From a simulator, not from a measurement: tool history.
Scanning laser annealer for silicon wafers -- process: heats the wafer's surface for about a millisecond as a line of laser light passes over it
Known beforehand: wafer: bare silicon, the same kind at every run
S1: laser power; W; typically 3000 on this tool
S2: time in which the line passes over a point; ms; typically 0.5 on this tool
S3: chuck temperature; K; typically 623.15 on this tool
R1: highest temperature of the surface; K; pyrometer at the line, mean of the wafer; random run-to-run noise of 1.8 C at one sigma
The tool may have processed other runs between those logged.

| run | hour | S1 | S2 | S3 | R1 |
|---|---|---|---|---|---|
| 1 | 0 | 3000 | 0.5 | 623.15 | 1346.15 |
| 2 | 13.9 | 2852 | 0.5 | 623.15 | 1304.15 |
| 3 | 26 | 2554 | 0.5 | 623.15 | 1222.15 |
| 4 | 32.3 | 2554 | 0.5 | 623.15 | 1223.15 |
| 5 | 39.8 | 2703 | 0.5 | 623.15 | 1261.15 |
| 6 | 54.1 | 2703 | 0.5 | 623.15 | 1259.15 |
| 7 | 62.6 | 3000 | 0.5 | 623.15 | 1342.15 |
| 8 | 76.7 | 3000 | 0.5 | 623.15 | 1343.15 |
| 9 | 90.3 | 3144 | 0.514 | 623.15 | 1401.15 |
| 10 | 97.9 | 2660 | 0.514 | 588.15 | 1226.15 |
| 11 | 110.7 | 3045 | 0.458 | 588.15 | 1291.15 |
| 12 | 122.3 | 3045 | 0.458 | 588.15 | 1294.15 |
| 13 | 130.8 | 2669 | 0.406 | 585.15 | 1152.15 |
| 14 | 138.5 | 2669 | 0.406 | 585.15 | 1150.15 |
| 15 | 148.8 | 3241 | 0.5 | 585.15 | 1381.15 |

What if the next run were any one of these 3? Each begins from the tool's condition after run 15:
| A | 156.8 | 3096 | 0.449 | 596.15 | ? |
| B | 156.8 | 2652 | 0.381 | 585.15 | ? |
| C | 156.8 | 2703 | 0.457 | 623.15 | ? |

| run | R1 |
|---|---|
| A | 1305.15 |
| B | 1128.15 |
| C | 1235.15 |
Without the tool's unlogged condition, the same runs would have read:
| run | R1 |
|---|---|
| A | 1306.15 |
| B | 1128.15 |
| C | 1235.15 |

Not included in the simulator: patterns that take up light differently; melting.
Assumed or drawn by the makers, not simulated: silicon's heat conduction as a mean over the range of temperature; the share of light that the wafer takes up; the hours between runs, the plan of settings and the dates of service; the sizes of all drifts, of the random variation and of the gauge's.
